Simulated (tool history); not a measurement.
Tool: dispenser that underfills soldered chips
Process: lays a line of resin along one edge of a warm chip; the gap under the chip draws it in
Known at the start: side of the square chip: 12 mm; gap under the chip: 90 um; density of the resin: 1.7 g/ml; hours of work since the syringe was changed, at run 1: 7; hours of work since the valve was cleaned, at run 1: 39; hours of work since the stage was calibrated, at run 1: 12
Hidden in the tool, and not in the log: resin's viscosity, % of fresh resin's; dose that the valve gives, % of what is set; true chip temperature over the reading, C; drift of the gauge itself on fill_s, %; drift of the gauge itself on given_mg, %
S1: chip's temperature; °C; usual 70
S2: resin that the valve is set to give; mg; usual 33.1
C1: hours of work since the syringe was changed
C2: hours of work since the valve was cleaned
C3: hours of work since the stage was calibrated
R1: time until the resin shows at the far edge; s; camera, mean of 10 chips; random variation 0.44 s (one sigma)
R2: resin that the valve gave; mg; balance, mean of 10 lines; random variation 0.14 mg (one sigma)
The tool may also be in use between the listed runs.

run 1 hour=0 | S1=70 S2=33.1 | C1=7 C2=39 C3=12 | R1=46.1 R2=31.95
run 2 hour=2.4 | S1=79 S2=33.1 | C1=9 C2=41 C3=13 | R1=38.1 R2=31.88
-- hour=4.2 new syringe of resin
run 3 hour=5.3 | S1=79 S2=33.1 | C1=1 C2=43 C3=15 | R1=25.8 R2=32.05
run 4 hour=9.6 | S1=70 S2=33.1 | C1=4 C2=45 C3=18 | R1=40.1 R2=31.79
run 5 hour=14.1 | S1=70 S2=33.1 | C1=7 C2=48 C3=21 | R1=47.5 R2=31.41
run 6 hour=16.9 | S1=70 S2=32.8 | C1=8 C2=50 C3=23 | R1=50.4 R2=31.39
-- hour=18.9 new syringe of resin
run 7 hour=20.7 | S1=81 S2=33.1 | C1=1 C2=53 C3=25 | R1=24.1 R2=31.55
run 8 hour=23.9 | S1=81 S2=33.1 | C1=3 C2=55 C3=27 | R1=26.7 R2=31.9
run 9 hour=26.5 | S1=81 S2=33.1 | C1=5 C2=56 C3=29 | R1=29.2 R2=31.68
run 10 hour=29 | S1=71 S2=33.1 | C1=7 C2=58 C3=31 | R1=45.3 R2=31.44
run 11 hour=32.9 | S1=71 S2=33.1 | C1=9 C2=61 C3=33 | R1=49.7 R2=31.17
-- hour=33.8 new syringe of resin
run 12 hour=35.6 | S1=70 S2=42.7 | C1=1 C2=62 C3=35 | R1=35.7 R2=40.47
run 13 hour=38.7 | S1=70 S2=42.7 | C1=3 C2=64 C3=37 | R1=39.3 R2=40.56
run 14 hour=40.7 | S1=70 S2=33.1 | C1=5 C2=66 C3=38 | R1=42.4 R2=31.11
run 15 hour=43.3 | S1=80 S2=34.9 | C1=6 C2=67 C3=40 | R1=32.4 R2=32.81
run 16 hour=47.8 | S1=80 S2=34.9 | C1=9 C2=70 C3=43 | R1=37.9 R2=32.68
-- hour=48.5 new syringe of resin
run 17 hour=51.7 | S1=68 S2=33.1 | C1=2 C2=73 C3=45 | R1=40 R2=30.93
run 18 hour=55.8 | S1=68 S2=33.1 | C1=5 C2=75 C3=48 | R1=45.3 R2=31.14
run 19 hour=58.1 | S1=84 S2=38.7 | C1=6 C2=77 C3=50 | R1=28.2 R2=35.81
-- hour=63 new syringe of resin
run 20 hour=63.2 | S1=71 S2=36.2 | C1=0 C2=80 C3=53 | R1=31.6 R2=33.47
run 21 hour=67.6 | S1=66 S2=42.3 | C1=3 C2=83 C3=56 | R1=43.6 R2=39.24
run 22 hour=72.2 | S1=76 S2=42.3 | C1=6 C2=86 C3=59 | R1=35.4 R2=39.09
run 23 hour=76 | S1=76 S2=42.3 | C1=9 C2=89 C3=61 | R1=40.5 R2=39.09
-- hour=77.9 new syringe of resin
run 24 hour=79.3 | S1=58 S2=35.7 | C1=1 C2=91 C3=63 | R1=52.7 R2=32.89
run 25 hour=82.4 | S1=70 S2=31.7 | C1=3 C2=93 C3=65 | R1=39.8 R2=29.19
run 26 hour=86.3 | S1=70 S2=31.7 | C1=6 C2=95 C3=68 | R1=43.7 R2=29.06
run 27 hour=88.4 | S1=70 S2=31.7 | C1=7 C2=97 C3=69 | R1=46.4 R2=28.8
run 28 hour=92 | S1=62 S2=34.4 | C1=9 C2=99 C3=72 | R1=68.4 R2=31.51

How the hidden state differs across the entries between the runs, from the last listed run before each to the first after it:
Between runs 2 and 3: new syringe of resin (hour 4.2)
  resin's viscosity, % of fresh resin's: 150.3 -> 105.3; dose that the valve gives, % of what is set: 96.44 -> 96.31; true chip temperature over the reading, C: -0.49 -> -0.51
  measured less the result without the state, R1: +13.1 -> +1.9 s; R2: -1.17 -> -1.23 mg
Between runs 6 and 7: new syringe of resin (hour 18.9)
  resin's viscosity, % of fresh resin's: 150.5 -> 104.9; dose that the valve gives, % of what is set: 95.64 -> 95.43; true chip temperature over the reading, C: -0.56 -> -0.58
  measured less the result without the state, R1: +17.8 -> +1.8 s; R2: -1.43 -> -1.51 mg
Between runs 11 and 12: new syringe of resin (hour 33.8)
  resin's viscosity, % of fresh resin's: 152.6 -> 106.5; dose that the valve gives, % of what is set: 94.69 -> 94.56; true chip temperature over the reading, C: -0.63 -> -0.64
  measured less the result without the state, R1: +17.9 -> +2.9 s; R2: -1.75 -> -2.33 mg
Between runs 16 and 17: new syringe of resin (hour 48.5)
  resin's viscosity, % of fresh resin's: 155.3 -> 109.1; dose that the valve gives, % of what is set: 93.81 -> 93.6; true chip temperature over the reading, C: -0.7 -> -0.71
  measured less the result without the state, R1: +14.1 -> +4.6 s; R2: -2.16 -> -2.11 mg
Between runs 19 and 20: new syringe of resin (hour 63)
  resin's viscosity, % of fresh resin's: 133.1 -> 99.6; dose that the valve gives, % of what is set: 93.22 -> 92.93; true chip temperature over the reading, C: -0.74 -> -0.77
  measured less the result without the state, R1: +7.6 -> +1 s; R2: -2.62 -> -2.55 mg
Between runs 23 and 24: new syringe of resin (hour 77.9)
  resin's viscosity, % of fresh resin's: 148 -> 102.5; dose that the valve gives, % of what is set: 92.2 -> 92.02; true chip temperature over the reading, C: -0.83 -> -0.84
  measured less the result without the state, R1: +14 -> +3.3 s; R2: -3.3 -> -2.85 mg

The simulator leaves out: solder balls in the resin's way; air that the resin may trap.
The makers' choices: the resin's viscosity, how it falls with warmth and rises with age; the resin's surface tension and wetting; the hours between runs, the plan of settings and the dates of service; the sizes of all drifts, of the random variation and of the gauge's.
